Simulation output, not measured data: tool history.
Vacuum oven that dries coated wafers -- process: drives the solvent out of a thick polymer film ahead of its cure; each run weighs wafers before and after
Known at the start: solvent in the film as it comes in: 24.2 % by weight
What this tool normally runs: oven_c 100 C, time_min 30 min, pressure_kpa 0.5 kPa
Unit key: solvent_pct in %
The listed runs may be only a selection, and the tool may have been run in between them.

run,day,oven_c,time_min,pressure_kpa,solvent_pct
1,0,100,30,0.5,1.71
2,0.392,108,30,0.5,1
3,0.883,100,15,0.5,4.19
4,1.346,100,30,1.768,4.42
5,1.579,95,30,1.768,5.74
6,2.054,105,30,0.5,1.22
7,2.4,105,30,1.369,2.76
# day 2.529: oven's thermocouples calibrated
8,2.838,105,30,1.369,2.65
9,3.104,106,17,0.5,1.94
10,3.329,115,27,0.703,1
11,3.567,105,49,1.499,2.82
12,3.817,105,49,1.499,2.84

Below are 4 alternative next runs, each starting from the tool's condition after run 12. Predict each:
A,4.296,107,16,0.5,?
B,4.296,100,30,0.891,?
C,4.296,96,34,1.499,?
D,4.296,88,30,0.5,?

run,solvent_pct
A,1.88
B,2.42
C,4.35
D,4.62
Had the tool no hidden state, the same runs would have come out as:
run,solvent_pct
A,2.24
B,2.67
C,4.78
D,5.33

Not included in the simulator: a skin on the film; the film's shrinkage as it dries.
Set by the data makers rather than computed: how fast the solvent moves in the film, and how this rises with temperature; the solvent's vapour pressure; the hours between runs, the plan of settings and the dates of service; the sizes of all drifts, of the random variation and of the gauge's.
